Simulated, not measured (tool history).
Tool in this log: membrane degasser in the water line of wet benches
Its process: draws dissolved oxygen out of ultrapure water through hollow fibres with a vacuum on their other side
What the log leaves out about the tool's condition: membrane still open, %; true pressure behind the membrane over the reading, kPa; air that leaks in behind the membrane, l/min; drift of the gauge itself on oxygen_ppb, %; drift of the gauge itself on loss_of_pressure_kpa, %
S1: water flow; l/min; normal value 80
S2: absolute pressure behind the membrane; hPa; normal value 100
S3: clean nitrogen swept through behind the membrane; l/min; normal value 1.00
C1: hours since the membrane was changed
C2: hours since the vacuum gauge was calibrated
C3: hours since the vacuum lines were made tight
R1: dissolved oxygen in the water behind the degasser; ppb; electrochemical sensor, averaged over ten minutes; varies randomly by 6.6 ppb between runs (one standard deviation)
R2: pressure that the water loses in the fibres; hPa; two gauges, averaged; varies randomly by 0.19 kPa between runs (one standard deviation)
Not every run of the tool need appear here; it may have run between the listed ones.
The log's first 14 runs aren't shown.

| run | hour | S1 | S2 | S3 | C1 | C2 | C3 | R1 | R2 |
|---|---|---|---|---|---|---|---|---|---|
| 15 | 3283.8 | 80 | 152 | 0.70 | 5865 | 2465 | 3283 | 1782.3 | 378.3 |
|  | 3367.4 | seals of the vacuum lines changed |
| 16 | 3609.8 | 80 | 100 | 1.00 | 6189 | 2789 | 242 | 928.4 | 377.2 |
| 17 | 3843.9 | 75 | 163 | 0.57 | 6423 | 3023 | 477 | 2071.7 | 354.2 |
| 18 | 4039.5 | 75 | 163 | 0.57 | 6618 | 3219 | 672 | 2088.3 | 355.7 |
| 19 | 4261.5 | 58 | 100 | 0.90 | 6840 | 3441 | 894 | 797.6 | 276.1 |
| 20 | 4399.2 | 58 | 100 | 0.90 | 6978 | 3578 | 1032 | 800.1 | 276.0 |
| 21 | 4570.0 | 86 | 98 | 1.00 | 7149 | 3749 | 1203 | 961.2 | 408.8 |
| 22 | 4784.0 | 86 | 98 | 1.00 | 7363 | 3963 | 1417 | 969.2 | 408.2 |
| 23 | 5064.1 | 90 | 98 | 1.14 | 7643 | 4243 | 1697 | 944.6 | 429.6 |
| 24 | 5222.5 | 83 | 94 | 1.11 | 7801 | 4402 | 1855 | 857.7 | 395.7 |
|  | 5269.7 | vacuum gauge calibrated |
| 25 | 5497.1 | 55 | 221 | 1.51 | 8075 | 227 | 2129 | 1278.2 | 263.1 |
| 26 | 5767.2 | 55 | 221 | 1.51 | 8345 | 497 | 2399 | 1260.2 | 262.5 |
| 27 | 6038.3 | 77 | 116 | 0.41 | 8617 | 769 | 2670 | 1680.0 | 370.0 |
| 28 | 6340.9 | 77 | 116 | 0.41 | 8919 | 1071 | 2973 | 1699.4 | 370.8 |
| 29 | 6534.6 | 77 | 116 | 0.41 | 9113 | 1265 | 3167 | 1670.7 | 370.8 |
|  | 6745.3 | seals of the vacuum lines changed |
| 30 | 6769.2 | 77 | 180 | 1.88 | 9345 | 1497 | 24 | 1140.2 | 374.5 |
|  | 6883.3 | membrane cartridge changed |
| 31 | 7082.5 | 77 | 180 | 1.88 | 199 | 1807 | 333 | 1152.0 | 354.5 |

Forecast each of these 4 alternatives for the next run:
| A | 7247.3 | 98 | 100 | 1.00 | 364 | 1972 | 498 | ? | ? |
| B | 7247.3 | 122 | 110 | 0.76 | 364 | 1972 | 498 | ? | ? |
| C | 7247.3 | 49 | 200 | 1.87 | 364 | 1972 | 498 | ? | ? |
| D | 7247.3 | 93 | 152 | 0.79 | 364 | 1972 | 498 | ? | ? |

| run | R1 | R2 |
|---|---|---|
| A | 1058.6 | 447.3 |
| B | 1548.5 | 557.3 |
| C | 902.4 | 223.3 |
| D | 1843.6 | 423.6 |
With the hidden condition removed and each run's random variation left untouched, the same runs would have given:
| run | R1 | R2 |
|---|---|---|
| A | 1026.6 | 446.3 |
| B | 1509.3 | 556.2 |
| C | 889.6 | 222.8 |
| D | 1813.6 | 422.7 |

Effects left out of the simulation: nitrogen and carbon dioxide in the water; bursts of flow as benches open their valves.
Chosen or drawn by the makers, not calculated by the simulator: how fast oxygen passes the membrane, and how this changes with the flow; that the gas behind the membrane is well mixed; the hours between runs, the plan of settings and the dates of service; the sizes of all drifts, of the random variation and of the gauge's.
